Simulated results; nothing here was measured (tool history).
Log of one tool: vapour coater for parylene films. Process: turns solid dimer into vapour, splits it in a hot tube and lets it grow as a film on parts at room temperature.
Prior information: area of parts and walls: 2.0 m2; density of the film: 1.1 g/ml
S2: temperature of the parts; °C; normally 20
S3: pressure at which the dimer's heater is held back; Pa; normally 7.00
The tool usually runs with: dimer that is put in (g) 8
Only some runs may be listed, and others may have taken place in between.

run 1 hour=0.0 | dimer_that_is_put_in_(g)=8 S2=20 S3=7.00 | thickness_of_the_film_(um)=2.40
run 2 hour=22.5 | dimer_that_is_put_in_(g)=8 S2=20 S3=7.00 | thickness_of_the_film_(um)=2.36
run 3 hour=45.2 | dimer_that_is_put_in_(g)=8 S2=20 S3=7.00 | thickness_of_the_film_(um)=2.34
run 4 hour=86.6 | dimer_that_is_put_in_(g)=8 S2=20 S3=7.00 | thickness_of_the_film_(um)=2.31
run 5 hour=122.2 | dimer_that_is_put_in_(g)=8 S2=20 S3=7.00 | thickness_of_the_film_(um)=2.25
-- hour=141.2 trap's valve overhauled
run 6 hour=157.8 | dimer_that_is_put_in_(g)=8 S2=20 S3=7.00 | thickness_of_the_film_(um)=2.51
run 7 hour=186.0 | dimer_that_is_put_in_(g)=8 S2=20 S3=7.00 | thickness_of_the_film_(um)=2.48
run 8 hour=218.6 | dimer_that_is_put_in_(g)=8 S2=20 S3=7.00 | thickness_of_the_film_(um)=2.43
-- hour=236.2 table's thermometer calibrated
run 9 hour=258.9 | dimer_that_is_put_in_(g)=8 S2=20 S3=7.00 | thickness_of_the_film_(um)=2.47
run 10 hour=282.0 | dimer_that_is_put_in_(g)=8 S2=20 S3=7.00 | thickness_of_the_film_(um)=2.39
run 11 hour=320.1 | dimer_that_is_put_in_(g)=6 S2=20 S3=7.00 | thickness_of_the_film_(um)=1.75
run 12 hour=355.9 | dimer_that_is_put_in_(g)=8 S2=20 S3=7.00 | thickness_of_the_film_(um)=2.29
run 13 hour=376.0 | dimer_that_is_put_in_(g)=5 S2=20 S3=7.00 | thickness_of_the_film_(um)=1.43
-- hour=400.2 trap's valve overhauled
run 14 hour=406.8 | dimer_that_is_put_in_(g)=5 S2=20 S3=7.00 | thickness_of_the_film_(um)=1.58
run 15 hour=441.4 | dimer_that_is_put_in_(g)=5 S2=20 S3=7.00 | thickness_of_the_film_(um)=1.58
run 16 hour=479.6 | dimer_that_is_put_in_(g)=5 S2=20 S3=7.00 | thickness_of_the_film_(um)=1.57
run 17 hour=501.4 | dimer_that_is_put_in_(g)=5 S2=20 S3=7.00 | thickness_of_the_film_(um)=1.52
run 18 hour=530.2 | dimer_that_is_put_in_(g)=8 S2=20 S3=7.00 | thickness_of_the_film_(um)=2.38
run 19 hour=567.3 | dimer_that_is_put_in_(g)=8 S2=20 S3=7.00 | thickness_of_the_film_(um)=2.42
run 20 hour=586.2 | dimer_that_is_put_in_(g)=8 S2=20 S3=7.00 | thickness_of_the_film_(um)=2.31
run 21 hour=610.3 | dimer_that_is_put_in_(g)=8 S2=20 S3=7.00 | thickness_of_the_film_(um)=2.29
run 22 hour=639.1 | dimer_that_is_put_in_(g)=8 S2=20 S3=6.48 | thickness_of_the_film_(um)=2.30
-- hour=657.9 trap's valve overhauled
run 23 hour=676.2 | dimer_that_is_put_in_(g)=8 S2=20 S3=6.48 | thickness_of_the_film_(um)=2.60
run 24 hour=714.5 | dimer_that_is_put_in_(g)=8 S2=20 S3=6.48 | thickness_of_the_film_(um)=2.54
run 25 hour=736.2 | dimer_that_is_put_in_(g)=4 S2=19 S3=4.06 | thickness_of_the_film_(um)=1.34
run 26 hour=776.8 | dimer_that_is_put_in_(g)=4 S2=19 S3=4.06 | thickness_of_the_film_(um)=1.37
run 27 hour=815.1 | dimer_that_is_put_in_(g)=6 S2=14 S3=9.29 | thickness_of_the_film_(um)=2.08
run 28 hour=846.1 | dimer_that_is_put_in_(g)=8 S2=19 S3=6.04 | thickness_of_the_film_(um)=2.43
run 29 hour=879.6 | dimer_that_is_put_in_(g)=8 S2=20 S3=3.63 | thickness_of_the_film_(um)=2.51
run 30 hour=905.6 | dimer_that_is_put_in_(g)=8 S2=20 S3=3.63 | thickness_of_the_film_(um)=2.45
-- hour=917.2 trap's valve overhauled
run 31 hour=934.8 | dimer_that_is_put_in_(g)=7 S2=21 S3=7.70 | thickness_of_the_film_(um)=2.11
run 32 hour=959.3 | dimer_that_is_put_in_(g)=7 S2=29 S3=3.95 | thickness_of_the_film_(um)=1.78
run 33 hour=995.1 | dimer_that_is_put_in_(g)=7 S2=29 S3=3.95 | thickness_of_the_film_(um)=1.81
run 34 hour=1035.2 | dimer_that_is_put_in_(g)=6 S2=23 S3=5.97 | thickness_of_the_film_(um)=1.68
run 35 hour=1074.4 | dimer_that_is_put_in_(g)=4 S2=14 S3=7.00 | thickness_of_the_film_(um)=1.43
run 36 hour=1098.4 | dimer_that_is_put_in_(g)=4 S2=14 S3=7.00 | thickness_of_the_film_(um)=1.37
run 37 hour=1115.3 | dimer_that_is_put_in_(g)=4 S2=14 S3=7.00 | thickness_of_the_film_(um)=1.37
run 38 hour=1145.7 | dimer_that_is_put_in_(g)=8 S2=24 S3=4.38 | thickness_of_the_film_(um)=2.13
-- hour=1177.9 trap's valve overhauled
run 39 hour=1188.7 | dimer_that_is_put_in_(g)=8 S2=24 S3=4.38 | thickness_of_the_film_(um)=2.39
run 40 hour=1221.9 | dimer_that_is_put_in_(g)=9 S2=25 S3=5.10 | thickness_of_the_film_(um)=2.44
run 41 hour=1256.7 | dimer_that_is_put_in_(g)=3 S2=29 S3=7.00 | thickness_of_the_film_(um)=0.70
run 42 hour=1288.3 | dimer_that_is_put_in_(g)=4 S2=28 S3=4.23 | thickness_of_the_film_(um)=1.00
run 43 hour=1323.2 | dimer_that_is_put_in_(g)=6 S2=26 S3=10.52 | thickness_of_the_film_(um)=1.39
run 44 hour=1360.3 | dimer_that_is_put_in_(g)=5 S2=15 S3=3.56 | thickness_of_the_film_(um)=1.83
run 45 hour=1389.7 | dimer_that_is_put_in_(g)=8 S2=29 S3=7.00 | thickness_of_the_film_(um)=1.74
-- hour=1421.0 table's thermometer calibrated
run 46 hour=1431.4 | dimer_that_is_put_in_(g)=8 S2=12 S3=6.36 | thickness_of_the_film_(um)=2.94

Some steps in thickness of the film (um), run to run, broken into two amounts with sign: the step expected even without the hidden condition (settings, incoming material, random variation), and the rest, left for the hidden condition together with whatever gauge scatter is not in both the measured and the hidden-condition-free result:
The tool's hidden condition here consists of: vapour lost through the trap's worn valve, %; true temperature of the parts over the reading, C; drift of the gauge itself on film_um, %.
Run 5 -> 6: trap's valve overhauled. thickness of the film (um) +0.26: hidden state +0.26, all else +0.00.
Run 22 -> 23: trap's valve overhauled. thickness of the film (um) +0.30: hidden state +0.27, all else +0.03.
Run 24 -> 25: dimer that is put in (g) 8 -> 4, S2 20 -> 19, S3 6.48 -> 4.06. thickness of the film (um) -1.20: hidden state +0.04, all else -1.24.
Run 30 -> 31: dimer that is put in (g) 8 -> 7, S2 20 -> 21, S3 3.63 -> 7.70, trap's valve overhauled. thickness of the film (um) -0.34: hidden state +0.31, all else -0.65.
Run 40 -> 41: dimer that is put in (g) 9 -> 3, S2 25 -> 29, S3 5.10 -> 7.00. thickness of the film (um) -1.74: hidden state +0.06, all else -1.80.
Run 45 -> 46: S2 29 -> 12, S3 7.00 -> 6.36, table's thermometer calibrated. thickness of the film (um) +1.20: hidden state -0.17, all else +1.37.

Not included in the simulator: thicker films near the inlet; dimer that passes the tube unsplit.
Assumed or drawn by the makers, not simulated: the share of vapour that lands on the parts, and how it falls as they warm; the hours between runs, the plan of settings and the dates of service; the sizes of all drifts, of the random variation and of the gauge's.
